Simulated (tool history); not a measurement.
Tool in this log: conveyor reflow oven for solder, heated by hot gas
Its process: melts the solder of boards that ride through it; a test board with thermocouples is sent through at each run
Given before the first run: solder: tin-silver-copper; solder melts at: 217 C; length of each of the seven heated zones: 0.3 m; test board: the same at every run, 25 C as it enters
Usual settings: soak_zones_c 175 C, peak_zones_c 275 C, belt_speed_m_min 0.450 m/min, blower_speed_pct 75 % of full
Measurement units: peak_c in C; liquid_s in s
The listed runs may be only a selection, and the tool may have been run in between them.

run 1 hour=0.0 | soak_zones_c=175 peak_zones_c=275 belt_speed_m_min=0.450 blower_speed_pct=75 | peak_c=261.0 liquid_s=67.3
run 2 hour=4.7 | soak_zones_c=175 peak_zones_c=275 belt_speed_m_min=0.450 blower_speed_pct=75 | peak_c=259.7 liquid_s=66.9
run 3 hour=10.1 | soak_zones_c=175 peak_zones_c=275 belt_speed_m_min=0.450 blower_speed_pct=75 | peak_c=261.6 liquid_s=67.2
run 4 hour=15.6 | soak_zones_c=175 peak_zones_c=265 belt_speed_m_min=0.450 blower_speed_pct=75 | peak_c=252.4 liquid_s=61.7
run 5 hour=23.3 | soak_zones_c=175 peak_zones_c=265 belt_speed_m_min=0.450 blower_speed_pct=75 | peak_c=251.6 liquid_s=61.5
run 6 hour=29.5 | soak_zones_c=175 peak_zones_c=265 belt_speed_m_min=0.450 blower_speed_pct=75 | peak_c=250.8 liquid_s=61.0
run 7 hour=36.9 | soak_zones_c=175 peak_zones_c=265 belt_speed_m_min=0.450 blower_speed_pct=75 | peak_c=252.1 liquid_s=61.1
run 8 hour=45.4 | soak_zones_c=175 peak_zones_c=265 belt_speed_m_min=0.450 blower_speed_pct=75 | peak_c=251.8 liquid_s=61.3
run 9 hour=53.5 | soak_zones_c=175 peak_zones_c=265 belt_speed_m_min=0.450 blower_speed_pct=75 | peak_c=251.2 liquid_s=61.0
run 10 hour=61.0 | soak_zones_c=175 peak_zones_c=265 belt_speed_m_min=0.450 blower_speed_pct=75 | peak_c=250.9 liquid_s=61.3
run 11 hour=66.0 | soak_zones_c=175 peak_zones_c=265 belt_speed_m_min=0.450 blower_speed_pct=75 | peak_c=251.4 liquid_s=61.6
run 12 hour=73.2 | soak_zones_c=175 peak_zones_c=265 belt_speed_m_min=0.450 blower_speed_pct=75 | peak_c=251.3 liquid_s=61.5
run 13 hour=80.6 | soak_zones_c=175 peak_zones_c=265 belt_speed_m_min=0.450 blower_speed_pct=75 | peak_c=251.0 liquid_s=61.3
run 14 hour=86.8 | soak_zones_c=175 peak_zones_c=265 belt_speed_m_min=0.450 blower_speed_pct=75 | peak_c=252.1 liquid_s=61.3
run 15 hour=93.4 | soak_zones_c=175 peak_zones_c=265 belt_speed_m_min=0.450 blower_speed_pct=75 | peak_c=250.9 liquid_s=61.1
run 16 hour=97.8 | soak_zones_c=161 peak_zones_c=265 belt_speed_m_min=0.450 blower_speed_pct=75 | peak_c=248.5 liquid_s=54.6
-- hour=102.4 belt drive overhauled, speed set with a stopwatch
run 17 hour=111.9 | soak_zones_c=189 peak_zones_c=275 belt_speed_m_min=0.409 blower_speed_pct=75 | peak_c=264.1 liquid_s=82.4
run 18 hour=120.4 | soak_zones_c=178 peak_zones_c=265 belt_speed_m_min=0.526 blower_speed_pct=68 | peak_c=246.4 liquid_s=47.9
run 19 hour=128.2 | soak_zones_c=162 peak_zones_c=279 belt_speed_m_min=0.519 blower_speed_pct=76 | peak_c=257.0 liquid_s=51.6
run 20 hour=134.5 | soak_zones_c=175 peak_zones_c=275 belt_speed_m_min=0.450 blower_speed_pct=66 | peak_c=258.2 liquid_s=65.8
run 21 hour=140.5 | soak_zones_c=189 peak_zones_c=278 belt_speed_m_min=0.411 blower_speed_pct=66 | peak_c=265.6 liquid_s=82.9
-- hour=146.8 belt drive overhauled, speed set with a stopwatch, once more
run 22 hour=153.0 | soak_zones_c=178 peak_zones_c=270 belt_speed_m_min=0.404 blower_speed_pct=58 | peak_c=255.7 liquid_s=72.3
-- hour=163.6 flux residue cleaned out of gas plates and filters
run 23 hour=167.6 | soak_zones_c=179 peak_zones_c=275 belt_speed_m_min=0.450 blower_speed_pct=75 | peak_c=264.2 liquid_s=70.1
run 24 hour=172.4 | soak_zones_c=162 peak_zones_c=275 belt_speed_m_min=0.450 blower_speed_pct=52 | peak_c=255.0 liquid_s=58.3
run 25 hour=178.0 | soak_zones_c=162 peak_zones_c=275 belt_speed_m_min=0.450 blower_speed_pct=52 | peak_c=254.9 liquid_s=57.9
run 26 hour=188.0 | soak_zones_c=176 peak_zones_c=275 belt_speed_m_min=0.450 blower_speed_pct=52 | peak_c=258.1 liquid_s=64.5
run 27 hour=197.6 | soak_zones_c=183 peak_zones_c=290 belt_speed_m_min=0.429 blower_speed_pct=52 | peak_c=274.3 liquid_s=79.3
run 28 hour=206.7 | soak_zones_c=161 peak_zones_c=275 belt_speed_m_min=0.472 blower_speed_pct=75 | peak_c=258.7 liquid_s=59.0
run 29 hour=216.1 | soak_zones_c=184 peak_zones_c=281 belt_speed_m_min=0.371 blower_speed_pct=73 | peak_c=273.5 liquid_s=91.9

What does the tool deliver on the next run?
run 30 hour=223.9 | soak_zones_c=184 peak_zones_c=275 belt_speed_m_min=0.536 blower_speed_pct=69 | peak_c=? liquid_s=?

Run 30 came out at peak_c 257.8 C, liquid_s 56.7 s.
Had the tool carried no hidden state, the very same run would have given peak_c 259.8 C, liquid_s 57.8 s.
